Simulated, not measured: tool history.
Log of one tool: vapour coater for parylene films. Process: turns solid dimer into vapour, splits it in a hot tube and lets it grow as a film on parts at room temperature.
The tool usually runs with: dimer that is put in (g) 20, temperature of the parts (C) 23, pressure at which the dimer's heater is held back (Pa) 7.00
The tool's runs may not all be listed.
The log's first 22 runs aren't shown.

| run | hour | dimer that is put in (g) | temperature of the parts (C) | pressure at which the dimer's heater is held back (Pa) | thickness of the film (µm) |
|---|---|---|---|---|---|
| 23 | 1428.5 | 10 | 17 | 2.50 | 6.21 |
| 24 | 1496.6 | 20 | 23 | 10.25 | 9.23 |
|  | 1521.7 | table's thermometer calibrated, once more |
| 25 | 1549.1 | 20 | 23 | 10.25 | 9.22 |
| 26 | 1620.3 | 30 | 26 | 5.14 | 14.60 |
| 27 | 1689.4 | 30 | 26 | 5.14 | 14.33 |
| 28 | 1767.8 | 30 | 26 | 5.14 | 14.29 |
| 29 | 1817.9 | 30 | 26 | 5.14 | 14.31 |
| 30 | 1875.4 | 13 | 23 | 3.29 | 6.94 |
| 31 | 1910.7 | 10 | 23 | 4.60 | 5.02 |
| 32 | 1960.3 | 10 | 23 | 6.31 | 4.79 |
|  | 1994.5 | trap's valve overhauled |
| 33 | 2038.4 | 10 | 20 | 2.14 | 6.34 |
| 34 | 2085.2 | 16 | 32 | 7.00 | 6.85 |
| 35 | 2170.9 | 16 | 32 | 7.00 | 6.82 |
| 36 | 2243.8 | 15 | 17 | 10.12 | 7.83 |

5 ways to go on from here, each from the tool as it stands after run 36. What would each give?
| A | 2325.5 | 35 | 17 | 5.16 | ? |
| B | 2325.5 | 20 | 32 | 4.26 | ? |
| C | 2325.5 | 11 | 23 | 7.00 | ? |
| D | 2325.5 | 24 | 17 | 4.92 | ? |
| E | 2325.5 | 20 | 23 | 4.08 | ? |

| run | thickness of the film (µm) |
|---|---|
| A | 20.22 |
| B | 9.14 |
| C | 5.50 |
| D | 14.04 |
| E | 10.62 |
With no hidden state in the tool, these same runs would have given:
| run | thickness of the film (µm) |
|---|---|
| A | 20.80 |
| B | 9.40 |
| C | 5.66 |
| D | 14.45 |
| E | 10.93 |

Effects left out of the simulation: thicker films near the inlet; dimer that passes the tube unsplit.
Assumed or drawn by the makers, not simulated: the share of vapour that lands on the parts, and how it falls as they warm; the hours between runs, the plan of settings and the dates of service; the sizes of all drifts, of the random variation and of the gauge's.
